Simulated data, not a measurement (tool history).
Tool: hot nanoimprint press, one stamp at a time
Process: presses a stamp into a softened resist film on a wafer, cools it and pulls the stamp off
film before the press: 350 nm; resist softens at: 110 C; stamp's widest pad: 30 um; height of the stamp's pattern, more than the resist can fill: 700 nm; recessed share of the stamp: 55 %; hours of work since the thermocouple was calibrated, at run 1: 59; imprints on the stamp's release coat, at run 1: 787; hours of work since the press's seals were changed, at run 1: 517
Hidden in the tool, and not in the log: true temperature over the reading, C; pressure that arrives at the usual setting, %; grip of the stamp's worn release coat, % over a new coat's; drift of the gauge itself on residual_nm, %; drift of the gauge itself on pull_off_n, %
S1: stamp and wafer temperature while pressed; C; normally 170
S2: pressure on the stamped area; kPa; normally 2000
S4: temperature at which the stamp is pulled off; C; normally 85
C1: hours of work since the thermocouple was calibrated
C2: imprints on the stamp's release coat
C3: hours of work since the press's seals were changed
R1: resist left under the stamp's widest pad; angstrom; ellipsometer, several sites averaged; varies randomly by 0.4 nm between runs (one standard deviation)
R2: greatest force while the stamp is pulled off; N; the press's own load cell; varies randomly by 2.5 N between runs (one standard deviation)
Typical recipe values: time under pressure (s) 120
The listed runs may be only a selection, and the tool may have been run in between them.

run 1 day=0.000 | S1=170 S2=2000 time_under_pressure_(s)=120 S4=85 | C1=59 C2=787 C3=517 | R1=1818 R2=131
run 2 day=0.425 | S1=170 S2=2000 time_under_pressure_(s)=120 S4=85 | C1=65 C2=826 C3=523 | R1=1824 R2=134
run 3 day=1.054 | S1=179 S2=2000 time_under_pressure_(s)=120 S4=85 | C1=73 C2=882 C3=531 | R1=1216 R2=141
-- day=1.379 stamp cleaned and given a new release coat
run 4 day=1.917 | S1=179 S2=2000 time_under_pressure_(s)=120 S4=85 | C1=81 C2=48 C3=539 | R1=1211 R2=112
run 5 day=2.408 | S1=170 S2=2000 time_under_pressure_(s)=120 S4=85 | C1=87 C2=92 C3=545 | R1=1810 R2=112
run 6 day=2.979 | S1=170 S2=2000 time_under_pressure_(s)=120 S4=85 | C1=95 C2=143 C3=553 | R1=1810 R2=117
run 7 day=3.512 | S1=170 S2=2000 time_under_pressure_(s)=120 S4=85 | C1=101 C2=191 C3=560 | R1=1811 R2=119
run 8 day=4.342 | S1=170 S2=2000 time_under_pressure_(s)=120 S4=85 | C1=112 C2=266 C3=570 | R1=1815 R2=118
run 9 day=5.129 | S1=170 S2=1730 time_under_pressure_(s)=120 S4=85 | C1=122 C2=336 C3=581 | R1=1942 R2=124
run 10 day=5.546 | S1=166 S2=2900 time_under_pressure_(s)=70 S4=85 | C1=128 C2=374 C3=586 | R1=2099 R2=120
run 11 day=6.350 | S1=166 S2=2900 time_under_pressure_(s)=70 S4=85 | C1=138 C2=446 C3=597 | R1=2090 R2=127
-- day=6.538 plate thermocouple calibrated
run 12 day=7.171 | S1=162 S2=2880 time_under_pressure_(s)=120 S4=78 | C1=8 C2=508 C3=606 | R1=2138 R2=143
run 13 day=7.971 | S1=162 S2=2880 time_under_pressure_(s)=120 S4=78 | C1=19 C2=580 C3=616 | R1=2146 R2=144
run 14 day=8.617 | S1=170 S2=1240 time_under_pressure_(s)=107 S4=85 | C1=27 C2=638 C3=624 | R1=2317 R2=126
run 15 day=9.425 | S1=170 S2=1630 time_under_pressure_(s)=102 S4=85 | C1=38 C2=711 C3=635 | R1=2067 R2=130
run 16 day=10.279 | S1=180 S2=1800 time_under_pressure_(s)=78 S4=86 | C1=49 C2=788 C3=646 | R1=1404 R2=133
-- day=10.617 plate thermocouple calibrated, once more
run 17 day=11.000 | S1=177 S2=2000 time_under_pressure_(s)=234 S4=85 | C1=5 C2=841 C3=654 | R1=1071 R2=138
run 18 day=11.508 | S1=170 S2=3090 time_under_pressure_(s)=76 S4=85 | C1=12 C2=887 C3=660 | R1=1704 R2=138

4 ways to go on from here, each from the tool as it stands after run 18. What would each give?
-- day=11.846 stamp cleaned and given a new release coat
run A day=12.208 | S1=174 S2=1400 time_under_pressure_(s)=81 S4=85 | C1=17 C2=32 C3=666 | R1=? R2=?
-- day=11.846 stamp cleaned and given a new release coat
run B day=12.208 | S1=160 S2=2290 time_under_pressure_(s)=69 S4=85 | C1=17 C2=32 C3=666 | R1=? R2=?
-- day=11.846 stamp cleaned and given a new release coat
run C day=12.208 | S1=170 S2=3090 time_under_pressure_(s)=152 S4=85 | C1=17 C2=32 C3=666 | R1=? R2=?
-- day=11.846 stamp cleaned and given a new release coat
run D day=12.208 | S1=162 S2=3090 time_under_pressure_(s)=136 S4=85 | C1=17 C2=32 C3=666 | R1=? R2=?

run=A R1=2091 R2=114
run=B R1=2899 R2=118
run=C R1=1353 R2=110
run=D R1=2066 R2=118
Without the tool's hidden state the same runs would have given:
run=A R1=2073 R2=113
run=B R1=2878 R2=117
run=C R1=1326 R2=109
run=D R1=2031 R2=117

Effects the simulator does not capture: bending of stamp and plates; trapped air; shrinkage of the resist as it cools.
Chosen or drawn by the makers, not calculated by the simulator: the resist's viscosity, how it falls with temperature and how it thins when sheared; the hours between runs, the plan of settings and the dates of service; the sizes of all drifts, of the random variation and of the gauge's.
